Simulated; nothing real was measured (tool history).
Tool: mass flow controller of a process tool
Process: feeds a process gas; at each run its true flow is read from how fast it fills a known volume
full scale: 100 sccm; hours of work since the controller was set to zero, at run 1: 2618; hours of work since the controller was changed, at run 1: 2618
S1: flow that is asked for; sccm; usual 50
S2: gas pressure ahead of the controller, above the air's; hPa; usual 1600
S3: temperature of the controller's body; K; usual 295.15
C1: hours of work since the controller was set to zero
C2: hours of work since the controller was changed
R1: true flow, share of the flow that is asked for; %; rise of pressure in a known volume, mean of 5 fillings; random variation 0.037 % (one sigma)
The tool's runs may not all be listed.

run 1 day=0 | S1=50 S2=1600 S3=295.15 | C1=2618 C2=2618 | R1=98.67
run 2 day=9.446 | S1=50 S2=1600 S3=294.15 | C1=2760 C2=2760 | R1=98.71
run 3 day=15.2 | S1=50 S2=1600 S3=308.15 | C1=2847 C2=2847 | R1=98.24
run 4 day=22.892 | S1=50 S2=1600 S3=308.15 | C1=2963 C2=2963 | R1=98.28
run 5 day=27.621 | S1=50 S2=1600 S3=295.15 | C1=3034 C2=3034 | R1=98.72
run 6 day=36.475 | S1=50 S2=1600 S3=295.15 | C1=3167 C2=3167 | R1=98.76
run 7 day=43.05 | S1=12 S2=1600 S3=295.15 | C1=3266 C2=3266 | R1=100.12
run 8 day=49.954 | S1=12 S2=1600 S3=295.15 | C1=3369 C2=3369 | R1=100.28
run 9 day=56.612 | S1=50 S2=1600 S3=307.15 | C1=3470 C2=3470 | R1=98.37
run 10 day=64.775 | S1=50 S2=1600 S3=307.15 | C1=3592 C2=3592 | R1=98.38
run 11 day=69.971 | S1=50 S2=1600 S3=307.15 | C1=3670 C2=3670 | R1=98.41
run 12 day=77.083 | S1=50 S2=2360 S3=307.15 | C1=3777 C2=3777 | R1=98.88
run 13 day=86.079 | S1=25 S2=1600 S3=295.15 | C1=3913 C2=3913 | R1=98.93
run 14 day=94.271 | S1=50 S2=1600 S3=295.15 | C1=4036 C2=4036 | R1=98.84
run 15 day=100.2 | S1=50 S2=1600 S3=295.15 | C1=4125 C2=4125 | R1=98.78
run 16 day=105.512 | S1=50 S2=1600 S3=305.15 | C1=4205 C2=4205 | R1=98.52
run 17 day=112.629 | S1=50 S2=1600 S3=305.15 | C1=4312 C2=4312 | R1=98.47
run 18 day=117.729 | S1=50 S2=1600 S3=295.15 | C1=4388 C2=4388 | R1=98.93
run 19 day=125.067 | S1=30 S2=1600 S3=295.15 | C1=4499 C2=4499 | R1=99.05
run 20 day=133.267 | S1=12 S2=1480 S3=308.15 | C1=4622 C2=4622 | R1=100.66
run 21 day=139.292 | S1=23 S2=1610 S3=295.15 | C1=4713 C2=4713 | R1=99.34
run 22 day=143.212 | S1=45 S2=1960 S3=298.15 | C1=4771 C2=4771 | R1=98.93
run 23 day=150.729 | S1=45 S2=1960 S3=298.15 | C1=4884 C2=4884 | R1=99.02
run 24 day=158.942 | S1=45 S2=1960 S3=298.15 | C1=5008 C2=5008 | R1=99
run 25 day=168.071 | S1=11 S2=1600 S3=299.15 | C1=5145 C2=5145 | R1=101.94
run 26 day=173.8 | S1=50 S2=1600 S3=300.15 | C1=5231 C2=5231 | R1=98.67
run 27 day=182.217 | S1=50 S2=1600 S3=296.15 | C1=5358 C2=5358 | R1=98.9
run 28 day=187.858 | S1=50 S2=1690 S3=302.15 | C1=5443 C2=5443 | R1=98.74
run 29 day=195.967 | S1=35 S2=1690 S3=294.15 | C1=5565 C2=5565 | R1=99.18
run 30 day=200.967 | S1=35 S2=1690 S3=294.15 | C1=5640 C2=5640 | R1=99.2
run 31 day=206.242 | S1=50 S2=2480 S3=295.15 | C1=5719 C2=5719 | R1=99.55
run 32 day=215 | S1=50 S2=2300 S3=310.15 | C1=5851 C2=5851 | R1=98.92
run 33 day=219.762 | S1=47 S2=1600 S3=305.15 | C1=5922 C2=5922 | R1=98.62
run 34 day=224.808 | S1=75 S2=1600 S3=300.15 | C1=5998 C2=5998 | R1=99.17
run 35 day=232.062 | S1=18 S2=2290 S3=300.15 | C1=6107 C2=6107 | R1=100.81

Measured less the same run without the tool's hidden state. The same run-to-run variation is in both; the gauge's scatter may not be:
The hidden state here: flow at rest that the sensor doesn't see, % of full scale; true flow over the shown one, %; drift of the gauge itself on true_pct, %.
run=1 R1=+0.37
run=2 R1=+0.38
run=3 R1=+0.38
run=4 R1=+0.39
run=5 R1=+0.4
run=6 R1=+0.41
run=7 R1=+3.02
run=8 R1=+3.1
run=9 R1=+0.44
run=10 R1=+0.45
run=11 R1=+0.45
run=12 R1=+0.47
run=13 R1=+1.45
run=14 R1=+0.49
run=15 R1=+0.5
run=16 R1=+0.51
run=17 R1=+0.53
run=18 R1=+0.53
run=19 R1=+1.27
run=20 R1=+4.06
run=21 R1=+1.89
run=22 R1=+0.69
run=23 R1=+0.71
run=24 R1=+0.72
run=25 R1=+4.92
run=26 R1=+0.61
run=27 R1=+0.62
run=28 R1=+0.62
run=29 R1=+1.19
run=30 R1=+1.21
run=31 R1=+0.65
run=32 R1=+0.66
run=33 R1=+0.76
run=34 R1=+0.21
run=35 R1=+3.2
